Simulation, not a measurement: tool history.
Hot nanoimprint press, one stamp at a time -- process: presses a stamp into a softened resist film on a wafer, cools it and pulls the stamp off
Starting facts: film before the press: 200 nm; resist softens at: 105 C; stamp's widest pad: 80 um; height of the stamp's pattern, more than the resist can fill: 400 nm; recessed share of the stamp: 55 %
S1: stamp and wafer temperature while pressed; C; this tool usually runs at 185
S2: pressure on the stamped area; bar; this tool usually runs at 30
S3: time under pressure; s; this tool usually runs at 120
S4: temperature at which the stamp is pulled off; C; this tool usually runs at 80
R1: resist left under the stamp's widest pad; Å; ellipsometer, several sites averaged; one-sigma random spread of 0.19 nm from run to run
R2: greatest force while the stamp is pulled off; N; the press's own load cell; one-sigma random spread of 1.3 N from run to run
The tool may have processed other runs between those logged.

run   hour   S1    S2   S3  S4    R1   R2
  1      0  185    30  120  80   785  143
  2    5.8  185    30  120  80   788  140
  3   16.6  185    30  120  76   786  153
  4   23.4  185    30  120  76   789  157
  5   28.7  185    29  120  76   798  155
  6   38.5  185    29  120  76   802  156
  7   50.8  185    29  120  76   801  157
  8   59.3  185    29  120  76   801  156
  9   69.4  187    30  120  80   749  139
 10     75  187    30  120  80   750  142
 11   86.6  185    30  196  80   641  143
 12     99  185    30  196  80   644  143
 13  107.2  185    30  120  66   785  192
 14  115.4  185    30  120  66   781  199
 15    123  185  27.7  120  66   810  196
 16  132.2  190  19.1   64  79  1073  148
 17  139.9  190  35.9   64  79   823  148
 18  152.6  197  28.9  234  68   444  191
 19  162.1  197  28.9  234  68   443  187
 20  178.9  185  32.3  120  75   759  125
 21  190.3  185  32.3  120  75   807  134
 22  201.3  185  38.4  120  78   744  127
 23  211.4  185  38.4  120  78   744  126
 24    223  188  31.9  120  80   748  122
 25  228.9  173    30  120  80  1136  122
 26    234  185  23.4  128  84   901  109
 27  245.3  185  23.4  128  84   905  108
 28  251.5  185  23.4  128  84   904  109
 29  258.5  185    30  108  70   865  155
 30  266.9  176  21.5  120  80  1190  123

Missing from the log above: 2 entries noted between runs. For each, name the pair of listed runs it sits between and say how the tool's hidden condition differs from the listed run just before to the listed run just after:
In the gap between runs 19 and 20: stamp cleaned and given a new release coat (hour 175.7)
  true temperature over the reading, C: 2.45 -> 2.49; pressure that arrives at the usual setting, %: 98.12 -> 98.05; grip of the stamp's worn release coat, % over a new coat's: 29.9 -> 0.1
  measured result minus the result with no hidden state, R1: -23 -> -43 Å; R2: +37 -> -7 N
In the gap between runs 20 and 21: plate thermocouple calibrated (hour 182.8)
  true temperature over the reading, C: 2.49 -> -0.01; pressure that arrives at the usual setting, %: 98.05 -> 98; grip of the stamp's worn release coat, % over a new coat's: 0.1 -> 0.4
  measured result minus the result with no hidden state, R1: -43 -> +8 Å; R2: -7 -> +0 N

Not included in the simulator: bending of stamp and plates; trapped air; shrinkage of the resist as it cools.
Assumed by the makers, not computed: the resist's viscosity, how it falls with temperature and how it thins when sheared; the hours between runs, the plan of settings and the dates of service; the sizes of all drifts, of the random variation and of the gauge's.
